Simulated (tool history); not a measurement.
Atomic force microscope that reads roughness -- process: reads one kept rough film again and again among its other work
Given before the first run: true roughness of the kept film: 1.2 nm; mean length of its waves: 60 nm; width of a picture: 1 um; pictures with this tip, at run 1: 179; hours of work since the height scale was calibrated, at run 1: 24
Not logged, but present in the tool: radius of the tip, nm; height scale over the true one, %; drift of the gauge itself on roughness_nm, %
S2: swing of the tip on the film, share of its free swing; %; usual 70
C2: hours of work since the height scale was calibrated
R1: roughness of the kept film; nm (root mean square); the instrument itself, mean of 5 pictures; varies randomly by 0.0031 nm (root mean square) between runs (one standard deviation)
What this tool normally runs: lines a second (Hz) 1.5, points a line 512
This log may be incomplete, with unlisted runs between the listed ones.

Run 1, hour 0: usual settings; pictures with this tip 179; C2 24. Result: R1 1.085 nm (root mean square).
Run 2, hour 12.4: usual settings but lines a second (Hz) 0.55; pictures with this tip 197; C2 31. Result: R1 1.138 nm (root mean square).
Run 3, hour 26.5: usual settings but lines a second (Hz) 1.08; pictures with this tip 219; C2 39. Result: R1 1.105 nm (root mean square).
Run 4, hour 37.1: usual settings but lines a second (Hz) 1.08; pictures with this tip 235; C2 45. Result: R1 1.099 nm (root mean square).
Run 5, hour 47: usual settings but points a line 309; pictures with this tip 250; C2 51. Result: R1 1.071 nm (root mean square).
Run 6, hour 58.5: usual settings but points a line 309; pictures with this tip 267; C2 57. Result: R1 1.077 nm (root mean square).
Run 7, hour 70.1: usual settings but points a line 418; pictures with this tip 284; C2 64. Result: R1 1.075 nm (root mean square).
Run 8, hour 83.4: usual settings but lines a second (Hz) 0.73, points a line 418; pictures with this tip 304; C2 71. Result: R1 1.117 nm (root mean square).
Run 9, hour 97: usual settings but lines a second (Hz) 0.73, points a line 418; pictures with this tip 325; C2 79. Result: R1 1.113 nm (root mean square).
Run 10, hour 104.2: usual settings but S2 86 %; pictures with this tip 336; C2 83. Result: R1 0.971 nm (root mean square).
Run 11, hour 118: usual settings but S2 86 %; pictures with this tip 357; C2 91. Result: R1 0.969 nm (root mean square).
Run 12, hour 132: usual settings but lines a second (Hz) 2.52, S2 86 %; pictures with this tip 378; C2 99. Result: R1 0.868 nm (root mean square).
At hour 136.4: new tip fitted.
Run 13, hour 141.9: usual settings but lines a second (Hz) 2.52, S2 86 %; pictures with this tip 8; C2 104. Result: R1 0.884 nm (root mean square).
Run 14, hour 150: usual settings but lines a second (Hz) 3.41; pictures with this tip 20; C2 109. Result: R1 0.986 nm (root mean square).
Run 15, hour 158.1: usual settings; pictures with this tip 32; C2 114. Result: R1 1.09 nm (root mean square).
Run 16, hour 165.4: usual settings but S2 56 %; pictures with this tip 44; C2 118. Result: R1 1.144 nm (root mean square).
Run 17, hour 173.3: usual settings but S2 56 %; pictures with this tip 55; C2 122. Result: R1 1.143 nm (root mean square).
Run 18, hour 183.6: usual settings but S2 56 %; pictures with this tip 71; C2 128. Result: R1 1.144 nm (root mean square).
Run 19, hour 197.3: usual settings but S2 65 %; pictures with this tip 92; C2 136. Result: R1 1.111 nm (root mean square).
Run 20, hour 209.9: usual settings; pictures with this tip 111; C2 143. Result: R1 1.083 nm (root mean square).
Run 21, hour 218.1: usual settings but S2 89 %; pictures with this tip 123; C2 148. Result: R1 0.956 nm (root mean square).
Run 22, hour 225.3: usual settings but S2 89 %; pictures with this tip 134; C2 152. Result: R1 0.954 nm (root mean square).
Run 23, hour 238.9: usual settings but points a line 459; pictures with this tip 154; C2 159. Result: R1 1.085 nm (root mean square).
At hour 241.1: height scale calibrated on a step standard.
Run 24, hour 248.8: usual settings but points a line 459; pictures with this tip 168; C2 4. Result: R1 1.078 nm (root mean square).
Run 25, hour 261: usual settings but points a line 459; pictures with this tip 186; C2 11. Result: R1 1.082 nm (root mean square).
Run 26, hour 271.6: usual settings but lines a second (Hz) 3.87, S2 87 %, points a line 448; pictures with this tip 202; C2 17. Result: R1 0.762 nm (root mean square).
At hour 281.6: height scale calibrated on a step standard, once more.
Run 27, hour 286.5: usual settings but lines a second (Hz) 3.06, S2 87 %, points a line 448; pictures with this tip 223; C2 3. Result: R1 0.825 nm (root mean square).
Run 28, hour 301: usual settings but lines a second (Hz) 0.87, S2 68 %, points a line 340; pictures with this tip 245; C2 11. Result: R1 1.123 nm (root mean square).
Run 29, hour 313.3: usual settings but lines a second (Hz) 1.02, S2 84 %, points a line 804; pictures with this tip 264; C2 18. Result: R1 1.038 nm (root mean square).
Run 30, hour 325.6: usual settings but lines a second (Hz) 1.02, S2 84 %, points a line 804; pictures with this tip 282; C2 25. Result: R1 1.04 nm (root mean square).
Run 31, hour 333.2: usual settings but lines a second (Hz) 1.02, S2 84 %, points a line 804; pictures with this tip 294; C2 29. Result: R1 1.038 nm (root mean square).
Run 32, hour 342.8: usual settings but lines a second (Hz) 1.02, S2 84 %, points a line 804; pictures with this tip 308; C2 35. Result: R1 1.035 nm (root mean square).
Run 33, hour 354.3: usual settings but lines a second (Hz) 1.02, S2 90 %, points a line 804; pictures with this tip 326; C2 41. Result: R1 1.005 nm (root mean square).
Run 34, hour 366.7: usual settings but lines a second (Hz) 2.65, S2 60 %; pictures with this tip 344; C2 48. Result: R1 1.078 nm (root mean square).
Run 35, hour 380.3: usual settings but points a line 737; pictures with this tip 365; C2 56. Result: R1 1.066 nm (root mean square).
At hour 393.1: new tip fitted.
Run 36, hour 394.4: usual settings but points a line 737; pictures with this tip 2; C2 64. Result: R1 1.091 nm (root mean square).
Run 37, hour 400.9: usual settings but points a line 737; pictures with this tip 11; C2 67. Result: R1 1.097 nm (root mean square).
Run 38, hour 409.8: usual settings but lines a second (Hz) 1.22, S2 63 %; pictures with this tip 25; C2 73. Result: R1 1.131 nm (root mean square).
Run 39, hour 419.8: usual settings but lines a second (Hz) 1.22, S2 63 %; pictures with this tip 40; C2 78. Result: R1 1.134 nm (root mean square).
Run 40, hour 432: usual settings but points a line 531; pictures with this tip 58; C2 85. Result: R1 1.09 nm (root mean square).
Run 41, hour 438.1: usual settings but points a line 531; pictures with this tip 68; C2 89. Result: R1 1.096 nm (root mean square).
Run 42, hour 451.7: usual settings but points a line 531; pictures with this tip 88; C2 96. Result: R1 1.086 nm (root mean square).
Run 43, hour 460.4: usual settings but lines a second (Hz) 0.82, points a line 694; pictures with this tip 101; C2 101. Result: R1 1.128 nm (root mean square).
Run 44, hour 469.4: usual settings but lines a second (Hz) 2.05, points a line 284; pictures with this tip 115; C2 106. Result: R1 1.053 nm (root mean square).
Run 45, hour 483.4: usual settings but lines a second (Hz) 2.05, points a line 284; pictures with this tip 136; C2 114. Result: R1 1.051 nm (root mean square).
Run 46, hour 489.8: usual settings but S2 88 %, points a line 753; pictures with this tip 146; C2 118. Result: R1 0.969 nm (root mean square).
Run 47, hour 500.8: usual settings but lines a second (Hz) 0.92, S2 76 %, points a line 740; pictures with this tip 162; C2 124. Result: R1 1.099 nm (root mean square).
Run 48, hour 514.2: usual settings but S2 77 %, points a line 413; pictures with this tip 182; C2 132. Result: R1 1.036 nm (root mean square).

4 options for the next run, each taken on its own from the tool as it stands now. Forecast them:
Run A, hour 522.9: usual settings but lines a second (Hz) 1, S2 78 %, points a line 300; pictures with this tip 196; C2 137. Result: R1 ?.
Run B, hour 522.9: usual settings but lines a second (Hz) 1.88, S2 59 %, points a line 413; pictures with this tip 196; C2 137. Result: R1 ?.
Run C, hour 522.9: usual settings but lines a second (Hz) 1.19, points a line 397; pictures with this tip 196; C2 137. Result: R1 ?.
Run D, hour 522.9: usual settings but lines a second (Hz) 0.76, S2 79 %, points a line 481; pictures with this tip 196; C2 137. Result: R1 ?.

run     R1
  A  1.076
  B  1.118
  C  1.101
  D  1.095
The same runs, with their run-to-run variation unchanged, on a tool lacking any hidden condition would have given:
run     R1
  A  1.085
  B  1.127
  C   1.11
  D  1.104
